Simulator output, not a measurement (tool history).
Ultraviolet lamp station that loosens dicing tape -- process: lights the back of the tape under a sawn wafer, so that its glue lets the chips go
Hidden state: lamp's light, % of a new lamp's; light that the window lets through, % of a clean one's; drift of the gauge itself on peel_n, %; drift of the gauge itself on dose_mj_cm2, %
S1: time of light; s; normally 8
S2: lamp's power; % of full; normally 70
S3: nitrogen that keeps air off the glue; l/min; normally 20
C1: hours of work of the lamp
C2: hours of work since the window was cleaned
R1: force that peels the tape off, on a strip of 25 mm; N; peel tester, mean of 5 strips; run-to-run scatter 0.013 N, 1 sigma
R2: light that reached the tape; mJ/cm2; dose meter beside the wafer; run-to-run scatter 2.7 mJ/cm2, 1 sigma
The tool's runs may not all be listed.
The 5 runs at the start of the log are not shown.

run   hour  S1  S2  S3   C1   C2     R1   R2
  6   66.6   7  70   9  473  262   1.22  278
  7   86.4   7  70   9  485  274  1.228  277
  8   98.8   7  70   9  493  282  1.251  274
  9  114.3   8  70  20  503  292   0.76  317
 10  123.2   8  70  20  509  298  0.746  311
     138.5  -- window cleaned of glue's vapour
 11  142.9   8  70  20  521    3  0.688  341
 12  163.6   8  70  20  534   16  0.697  338
 13    176   8  66  20  542   24  0.759  317
 14  187.2   8  66  20  549   31  0.758  319
 15  202.3   8  70  20  558   40  0.688  335
 16  215.8   8  70  14  567   49   0.84  335
 17  230.7   8  66  20  576   58  0.758  314
 18    244   8  66  20  584   67  0.755  313
 19  252.9   8  66  20  590   72  0.787  311
 20    267   8  70  20  599   81  0.711  326
 21  278.8   8  70  20  606   89    0.7  325
 22  295.4   8  70  20  617   99  0.728  326

Run 23 is up next; what results do you expect?
 23  315.9   4  68  11  630  112   ?   ?

R1: 1.777 N
R2: 156 mJ/cm2
With the hidden condition absent and the run-to-run variation left alone, this run would have shown R1 1.616 N, R2 180 mJ/cm2.
